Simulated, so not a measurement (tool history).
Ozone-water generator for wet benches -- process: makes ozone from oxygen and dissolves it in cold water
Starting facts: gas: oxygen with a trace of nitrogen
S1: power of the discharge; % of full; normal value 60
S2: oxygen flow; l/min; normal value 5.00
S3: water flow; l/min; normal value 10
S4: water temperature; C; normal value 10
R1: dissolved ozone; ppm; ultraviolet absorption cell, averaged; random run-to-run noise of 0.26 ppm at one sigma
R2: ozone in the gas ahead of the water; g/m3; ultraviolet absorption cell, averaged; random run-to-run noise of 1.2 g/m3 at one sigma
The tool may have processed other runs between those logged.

| run | day | S1 | S2 | S3 | S4 | R1 | R2 |
|---|---|---|---|---|---|---|---|
| 1 | 0.000 | 60 | 5.00 | 10 | 10 | 39.6 | 205.0 |
| 2 | 0.992 | 60 | 5.00 | 10 | 10 | 39.0 | 203.1 |
| 3 | 1.838 | 60 | 4.33 | 10 | 10 | 38.6 | 216.1 |
| 4 | 3.254 | 60 | 4.62 | 10 | 10 | 38.8 | 212.9 |
| 5 | 5.012 | 60 | 4.62 | 10 | 10 | 38.6 | 211.6 |
| 6 | 6.312 | 60 | 4.62 | 10 | 10 | 38.9 | 209.7 |
| 7 | 8.138 | 60 | 4.62 | 10 | 10 | 38.7 | 209.5 |
| 8 | 8.962 | 60 | 4.62 | 10 | 10 | 38.7 | 208.7 |
| 9 | 10.562 | 60 | 4.62 | 10 | 10 | 39.0 | 208.0 |
| 10 | 11.558 | 60 | 4.62 | 10 | 10 | 38.8 | 210.1 |
| 11 | 12.671 | 60 | 3.83 | 10 | 10 | 38.5 | 226.7 |
| 12 | 13.821 | 60 | 3.61 | 10 | 10 | 37.6 | 229.6 |
| 13 | 15.404 | 60 | 5.00 | 10 | 10 | 38.7 | 203.8 |
| 14 | 16.892 | 60 | 5.00 | 10 | 10 | 38.6 | 202.5 |
| 15 | 18.625 | 60 | 5.00 | 12 | 10 | 34.0 | 204.2 |
| 16 | 19.792 | 60 | 5.00 | 12 | 10 | 34.2 | 202.6 |
| 17 | 21.533 | 60 | 5.00 | 7 | 6 | 52.1 | 203.0 |
| 18 | 23.392 | 78 | 4.10 | 10 | 10 | 46.7 | 264.9 |
| 19 | 25.058 | 93 | 3.91 | 10 | 10 | 53.4 | 313.4 |
| 20 | 26.142 | 93 | 3.91 | 10 | 10 | 52.5 | 310.0 |

What will run 21 give?
| 21 | 27.296 | 89 | 3.91 | 10 | 10 | ? | ? |

{"run 21": {"R1": 50.5, "R2": 300.9}}
Minus the tool's unlogged condition, the same run would have read R1 53.6 ppm, R2 314.4 g/m3.
